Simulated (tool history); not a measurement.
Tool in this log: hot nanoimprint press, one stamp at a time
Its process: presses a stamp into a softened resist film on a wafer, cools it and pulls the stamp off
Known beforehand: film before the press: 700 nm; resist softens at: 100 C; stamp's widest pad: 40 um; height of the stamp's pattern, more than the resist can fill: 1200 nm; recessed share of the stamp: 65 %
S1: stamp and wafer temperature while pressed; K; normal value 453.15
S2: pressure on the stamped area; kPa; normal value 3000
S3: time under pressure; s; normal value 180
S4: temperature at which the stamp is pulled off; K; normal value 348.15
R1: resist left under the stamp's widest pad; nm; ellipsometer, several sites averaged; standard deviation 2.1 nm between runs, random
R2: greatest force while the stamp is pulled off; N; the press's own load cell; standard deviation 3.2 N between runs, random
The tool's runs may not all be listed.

run   hour      S1    S2   S3      S4     R1   R2
  1    0.0  453.15  3000  180  348.15  342.8  169
  2   31.2  453.15  2680  180  348.15  362.3  167
  3   46.0  453.15  2680  180  348.15  358.6  169
  4   67.3  441.15  3000  180  348.15  500.6  163
  5   87.9  441.15  3000  180  348.15  498.5  169
  6  119.6  453.15  3000  180  348.15  343.0  169
  7  140.5  453.15  3000  180  348.15  345.5  167
  8  163.5  453.15  3000  180  348.15  339.6  170
  9  183.8  453.15  3000  180  348.15  341.0  174
 10  208.4  453.15  3000  180  348.15  339.1  171
 11  232.8  453.15  3000  180  348.15  341.2  164
 12  253.8  453.15  3000  180  348.15  337.1  163
 13  288.2  453.15  2080  180  348.15  389.6  165
     294.3  -- plate thermocouple calibrated
 14  313.3  453.15  3000  180  348.15  333.6  168
 15  339.9  453.15  3000  180  348.15  334.4  175
     353.4  -- stamp cleaned and given a new release coat
     377.6  -- plate thermocouple calibrated, once more
 16  377.6  453.15  3000  135  353.15  385.3  142
 17  391.9  460.15  2590  169  353.15  299.8  145
 18  421.7  451.15  2090  233  351.15  384.1  146
 19  456.6  461.15  3740  260  351.15  204.9  148
 20  488.3  461.15  3740  260  351.15  204.4  148
 21  509.7  461.15  3740  260  351.15  207.3  146
 22  537.3  461.15  3740  260  351.15  204.1  148
 23  564.7  448.15  3740  260  347.15  330.4  160
 24  594.6  448.15  3740  260  347.15  331.2  160
 25  617.7  456.15  3570  260  352.15  247.4  149
 26  648.0  446.15  3320  168  352.15  429.3  150
 27  663.9  453.15  3090  180  337.15  340.0  179
 28  690.2  453.15  2350  115  342.15  439.2  171
 29  725.6  459.15  3000  110  348.15  339.7  158

Consider 5 possible next runs. They are alternatives, not a sequence: every one starts from the tool as it was left by run 29. What does each give?
  A  755.2  453.15  3000  180  346.15   ?   ?
  B  755.2  453.15  3000  183  348.15   ?   ?
  C  755.2  454.15  3000  237  335.15   ?   ?
  D  755.2  453.15  3000  180  337.15   ?   ?
  E  755.2  442.15  3000  180  354.15   ?   ?

run     R1   R2
  A  343.2  166
  B  336.3  158
  C  299.6  191
  D  340.5  187
  E  488.0  148
Without the tool's unlogged condition, the same runs would have read:
run     R1   R2
  A  343.3  155
  B  336.3  148
  C  299.5  178
  D  340.6  174
  E  489.6  139
